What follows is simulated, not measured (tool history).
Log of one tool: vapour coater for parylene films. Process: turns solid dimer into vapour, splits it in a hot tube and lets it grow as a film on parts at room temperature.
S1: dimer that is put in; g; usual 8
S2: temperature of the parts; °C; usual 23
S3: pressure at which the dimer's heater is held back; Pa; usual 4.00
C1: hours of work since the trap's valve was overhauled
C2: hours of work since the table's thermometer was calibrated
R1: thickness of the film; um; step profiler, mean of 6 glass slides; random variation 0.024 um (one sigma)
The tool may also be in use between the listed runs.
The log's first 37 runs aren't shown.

run,hour,S1,S2,S3,C1,C2,R1
38,1471.3,8,23,2.43,188,493,1.62
39,1525.4,8,23,2.43,227,532,1.60
40,1563.5,8,23,4.00,255,559,1.46
41,1603.7,8,23,4.00,284,588,1.41
# hour 1626.6: trap's valve overhauled
42,1657.7,4,15,3.60,22,624,1.08
43,1698.1,11,23,7.19,51,653,2.05
44,1748.5,11,23,7.19,88,689,2.08
45,1789.2,8,24,4.80,117,718,1.47
46,1842.7,8,34,4.80,156,757,1.07
47,1895.1,8,34,4.80,193,795,1.05

4 ways to go on from here, each from the tool as it stands after run 47. What would each give?
A,1922.0,5,17,11.21,213,814,?
B,1922.0,3,21,7.51,213,814,?
C,1922.0,8,17,11.82,213,814,?
D,1922.0,7,19,9.46,213,814,?

run,R1
A,1.00
B,0.53
C,1.51
D,1.32
Without the tool's hidden state the same runs would have given:
run,R1
A,1.12
B,0.60
C,1.71
D,1.48
